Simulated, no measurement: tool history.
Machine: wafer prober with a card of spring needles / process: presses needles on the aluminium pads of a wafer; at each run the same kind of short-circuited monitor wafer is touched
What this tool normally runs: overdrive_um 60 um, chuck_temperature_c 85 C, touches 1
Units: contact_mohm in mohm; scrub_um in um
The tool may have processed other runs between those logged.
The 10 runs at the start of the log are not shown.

| run | hour | overdrive_um | chuck_temperature_c | touches | contact_mohm | scrub_um |
|---|---|---|---|---|---|---|
|  | 282.5 | tips cleaned on abrasive film |
| 11 | 305.3 | 60 | 85 | 1 | 171 | 15.03 |
|  | 311.9 | tips cleaned on abrasive film |
|  | 341.4 | tips cleaned on abrasive film |
| 12 | 345.7 | 60 | 85 | 3 | 172 | 15.06 |
|  | 370.3 | tips cleaned on abrasive film |
| 13 | 376.3 | 60 | 85 | 1 | 171 | 15.07 |
|  | 398.8 | tips cleaned on abrasive film |
| 14 | 398.8 | 60 | 85 | 1 | 173 | 15.09 |
|  | 428.7 | tips cleaned on abrasive film |
| 15 | 439.2 | 60 | 85 | 1 | 173 | 15.08 |
|  | 458.3 | tips cleaned on abrasive film |
| 16 | 475.4 | 60 | 85 | 1 | 172 | 15.05 |
|  | 486.4 | tips cleaned on abrasive film |
| 17 | 501.4 | 60 | 85 | 1 | 172 | 15.05 |
|  | 516.2 | tips cleaned on abrasive film |
| 18 | 529.9 | 60 | 85 | 1 | 174 | 14.98 |
|  | 545.7 | tips cleaned on abrasive film |
| 19 | 563.3 | 54 | 85 | 1 | 176 | 13.54 |
|  | 576.3 | tips cleaned on abrasive film |
|  | 604.4 | tips cleaned on abrasive film |
| 20 | 607.5 | 54 | 85 | 1 | 174 | 13.55 |
|  | 634.5 | tips cleaned on abrasive film |
| 21 | 644.2 | 71 | 85 | 1 | 170 | 17.81 |
|  | 653.1 | height of the first contact set anew |
|  | 664.1 | tips cleaned on abrasive film |
| 22 | 667.9 | 70 | 26 | 1 | 158 | 17.59 |
|  | 693.7 | tips cleaned on abrasive film |
| 23 | 704.3 | 70 | 26 | 1 | 160 | 17.57 |
|  | 723.6 | tips cleaned on abrasive film |
| 24 | 735.2 | 70 | 26 | 1 | 158 | 17.66 |
|  | 753.7 | tips cleaned on abrasive film |
| 25 | 773.7 | 58 | 85 | 2 | 176 | 14.53 |
|  | 782.2 | tips cleaned on abrasive film |
| 26 | 802.9 | 47 | 30 | 1 | 166 | 11.72 |
|  | 810.9 | tips cleaned on abrasive film |
| 27 | 824.1 | 65 | 122 | 3 | 178 | 16.33 |
|  | 839 | tips cleaned on abrasive film |
| 28 | 850 | 65 | 29 | 1 | 161 | 16.29 |
|  | 867.6 | tips cleaned on abrasive film |
| 29 | 877.4 | 60 | 85 | 2 | 172 | 15.06 |
|  | 898.1 | tips cleaned on abrasive film |
| 30 | 919.5 | 43 | 55 | 2 | 173 | 10.8 |
|  | 926.8 | tips cleaned on abrasive film |
|  | 955.7 | tips cleaned on abrasive film |
| 31 | 960.9 | 67 | 59 | 2 | 166 | 16.85 |
|  | 986.1 | tips cleaned on abrasive film |
| 32 | 993.8 | 61 | 75 | 2 | 174 | 15.37 |

Predict each of these 3 candidate next runs independently; none follows another, all start after run 32:
|  | 1015.8 | tips cleaned on abrasive film |
| A | 1028.8 | 71 | 75 | 2 | ? | ? |
|  | 1015.8 | tips cleaned on abrasive film |
| B | 1028.8 | 60 | 28 | 1 | ? | ? |
|  | 1015.8 | tips cleaned on abrasive film |
| C | 1028.8 | 45 | 75 | 2 | ? | ? |

| run | contact_mohm | scrub_um |
|---|---|---|
| A | 166 | 17.83 |
| B | 160 | 15.1 |
| C | 177 | 11.32 |
With the hidden condition removed and each run's random variation left untouched, the same runs would have given:
| run | contact_mohm | scrub_um |
|---|---|---|
| A | 166 | 17.83 |
| B | 160 | 15.1 |
| C | 176 | 11.33 |
